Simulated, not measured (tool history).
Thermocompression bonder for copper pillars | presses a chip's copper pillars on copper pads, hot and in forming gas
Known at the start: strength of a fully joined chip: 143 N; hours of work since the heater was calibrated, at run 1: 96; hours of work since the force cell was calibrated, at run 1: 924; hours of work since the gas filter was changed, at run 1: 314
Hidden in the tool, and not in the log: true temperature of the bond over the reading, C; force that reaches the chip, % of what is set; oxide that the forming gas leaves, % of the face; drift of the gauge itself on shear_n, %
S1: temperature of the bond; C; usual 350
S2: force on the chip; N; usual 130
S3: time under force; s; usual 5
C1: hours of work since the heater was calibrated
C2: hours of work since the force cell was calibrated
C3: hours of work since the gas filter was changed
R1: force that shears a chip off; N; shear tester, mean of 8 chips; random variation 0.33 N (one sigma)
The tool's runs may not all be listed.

{"run": 1, "hour": 0.0, "S1": 350, "S2": 130, "S3": 5, "C1": 96, "C2": 924, "C3": 314, "R1": 85.2}
{"run": 2, "hour": 22.7, "S1": 350, "S2": 87, "S3": 5, "C1": 111, "C2": 939, "C3": 329, "R1": 70.1}
{"run": 3, "hour": 37.8, "S1": 350, "S2": 87, "S3": 5, "C1": 122, "C2": 950, "C3": 339, "R1": 69.7}
{"run": 4, "hour": 57.5, "S1": 350, "S2": 87, "S3": 5, "C1": 135, "C2": 963, "C3": 353, "R1": 69.3}
{"run": 5, "hour": 73.5, "S1": 350, "S2": 87, "S3": 5, "C1": 146, "C2": 974, "C3": 364, "R1": 69.5}
{"run": 6, "hour": 92.8, "S1": 350, "S2": 130, "S3": 4, "C1": 160, "C2": 987, "C3": 377, "R1": 79.5}
{"run": 7, "hour": 108.5, "S1": 350, "S2": 130, "S3": 4, "C1": 170, "C2": 998, "C3": 388, "R1": 78.5}
{"hour": 115.1, "done": "forming gas filter changed"}
{"run": 8, "hour": 131.7, "S1": 350, "S2": 130, "S3": 4, "C1": 186, "C2": 1014, "C3": 11, "R1": 83.9}
{"hour": 136.3, "done": "heater calibrated with a thermocouple chip"}
{"run": 9, "hour": 163.2, "S1": 350, "S2": 130, "S3": 4, "C1": 19, "C2": 1034, "C3": 32, "R1": 84}
{"run": 10, "hour": 188.2, "S1": 338, "S2": 130, "S3": 3, "C1": 36, "C2": 1051, "C3": 49, "R1": 68.7}
{"run": 11, "hour": 214.4, "S1": 321, "S2": 130, "S3": 5, "C1": 54, "C2": 1069, "C3": 67, "R1": 68.3}
{"run": 12, "hour": 237.2, "S1": 321, "S2": 130, "S3": 5, "C1": 69, "C2": 1085, "C3": 83, "R1": 68}
{"run": 13, "hour": 263.1, "S1": 366, "S2": 92, "S3": 14, "C1": 87, "C2": 1103, "C3": 100, "R1": 112.6}
{"run": 14, "hour": 286.5, "S1": 338, "S2": 83, "S3": 10, "C1": 103, "C2": 1119, "C3": 116, "R1": 80.7}

The same runs without the tool's hidden state, with the same run-to-run variation:
run=1 R1=90.4
run=2 R1=74.6
run=3 R1=74.3
run=4 R1=74
run=5 R1=74.3
run=6 R1=85
run=7 R1=84.1
run=8 R1=84.5
run=9 R1=84.3
run=10 R1=69
run=11 R1=68.5
run=12 R1=68.3
run=13 R1=114.1
run=14 R1=81.6

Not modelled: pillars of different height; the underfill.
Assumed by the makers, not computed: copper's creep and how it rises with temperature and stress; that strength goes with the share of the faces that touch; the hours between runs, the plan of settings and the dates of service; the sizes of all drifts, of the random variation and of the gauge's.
